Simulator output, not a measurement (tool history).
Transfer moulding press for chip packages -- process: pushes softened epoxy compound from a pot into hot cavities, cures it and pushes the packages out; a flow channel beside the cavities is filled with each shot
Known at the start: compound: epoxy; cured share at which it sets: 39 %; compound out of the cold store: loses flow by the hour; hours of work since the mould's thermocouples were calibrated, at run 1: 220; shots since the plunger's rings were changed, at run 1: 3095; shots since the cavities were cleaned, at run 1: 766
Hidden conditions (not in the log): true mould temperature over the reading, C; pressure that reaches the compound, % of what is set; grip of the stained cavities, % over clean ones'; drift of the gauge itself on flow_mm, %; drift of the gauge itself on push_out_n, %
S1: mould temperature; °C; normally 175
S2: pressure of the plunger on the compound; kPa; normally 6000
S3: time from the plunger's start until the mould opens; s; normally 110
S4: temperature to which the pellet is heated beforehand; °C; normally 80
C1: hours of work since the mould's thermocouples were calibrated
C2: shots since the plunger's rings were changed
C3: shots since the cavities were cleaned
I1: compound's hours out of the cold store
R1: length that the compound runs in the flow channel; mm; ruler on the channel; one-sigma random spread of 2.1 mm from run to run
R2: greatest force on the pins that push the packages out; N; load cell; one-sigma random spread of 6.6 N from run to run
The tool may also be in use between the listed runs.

| run | hour | S1 | S2 | S3 | S4 | C1 | C2 | C3 | I1 | R1 | R2 |
|---|---|---|---|---|---|---|---|---|---|---|---|
| 1 | 0 | 175 | 6000 | 110 | 80 | 220 | 3095 | 766 | 44.5 | 919 | 270 |
| 2 | 20.3 | 175 | 6000 | 110 | 80 | 229 | 3258 | 929 | 41.4 | 935 | 271 |
|  | 23.9 | cavities cleaned with cleaning compound and waxed |
| 3 | 35.5 | 175 | 6000 | 110 | 80 | 236 | 3368 | 93 | 18.2 | 1008 | 280 |
| 4 | 59.4 | 175 | 6000 | 110 | 80 | 247 | 3561 | 286 | 21.3 | 1001 | 275 |
| 5 | 88.1 | 174 | 6000 | 110 | 80 | 260 | 3791 | 516 | 13.3 | 1033 | 287 |
| 6 | 111.5 | 174 | 5760 | 110 | 80 | 271 | 3979 | 704 | 21.9 | 983 | 294 |
| 7 | 134.1 | 175 | 6000 | 110 | 80 | 282 | 4160 | 885 | 17.1 | 1011 | 271 |
|  | 141.5 | cavities cleaned with cleaning compound and waxed |
| 8 | 160.7 | 175 | 6000 | 110 | 80 | 293 | 4362 | 155 | 31 | 962 | 268 |
| 9 | 175.4 | 175 | 6000 | 112 | 80 | 300 | 4480 | 273 | 42.8 | 929 | 255 |
| 10 | 201.3 | 175 | 6000 | 143 | 80 | 312 | 4688 | 481 | 18.5 | 1008 | 222 |
|  | 217.8 | mould's thermocouples calibrated |
| 11 | 232.7 | 173 | 7500 | 143 | 80 | 7 | 4924 | 717 | 24 | 1119 | 221 |
| 12 | 249.3 | 181 | 7200 | 92 | 81 | 15 | 5057 | 850 | 9.1 | 1106 | 264 |
|  | 261.5 | cavities cleaned with cleaning compound and waxed |
| 13 | 277.5 | 168 | 7160 | 97 | 73 | 27 | 5271 | 127 | 35.2 | 1083 | 564 |
| 14 | 307 | 182 | 6000 | 110 | 80 | 41 | 5509 | 365 | 46.9 | 883 | 236 |
| 15 | 324.1 | 182 | 6000 | 110 | 80 | 49 | 5646 | 502 | 40.8 | 899 | 225 |
|  | 329.2 | plunger's sealing rings changed |
| 16 | 349.9 | 170 | 5360 | 148 | 87 | 60 | 166 | 689 | 22.8 | 969 | 243 |
| 17 | 375.1 | 175 | 6000 | 106 | 79 | 71 | 369 | 892 | 17.8 | 1010 | 287 |
|  | 382.1 | cavities cleaned with cleaning compound and waxed |
| 18 | 392.9 | 175 | 7250 | 127 | 76 | 79 | 500 | 87 | 34.5 | 1045 | 231 |
| 19 | 411.9 | 175 | 7250 | 127 | 76 | 88 | 652 | 239 | 38.2 | 1036 | 237 |

Hidden condition of the tool, last listed run before each entry between runs versus first listed run after:
Run 2 -> run 3: cavities cleaned with cleaning compound and waxed (hour 23.9)
  grip of the stained cavities, % over clean ones': 0.6 -> 0.2
Run 7 -> run 8: cavities cleaned with cleaning compound and waxed (hour 141.5)
  grip of the stained cavities, % over clean ones': 0.6 -> 0.2
Run 10 -> run 11: mould's thermocouples calibrated (hour 217.8)
  grip of the stained cavities, % over clean ones': 0.5 -> 0.6
Run 12 -> run 13: cavities cleaned with cleaning compound and waxed (hour 261.5)
  pressure that reaches the compound, % of what is set: 99.93 -> 99.92; grip of the stained cavities, % over clean ones': 0.6 -> 0.2
Run 15 -> run 16: plunger's sealing rings changed (hour 329.2)
  pressure that reaches the compound, % of what is set: 99.92 -> 100; grip of the stained cavities, % over clean ones': 0.5 -> 0.6
Run 17 -> run 18: cavities cleaned with cleaning compound and waxed (hour 382.1)
  grip of the stained cavities, % over clean ones': 0.6 -> 0.1
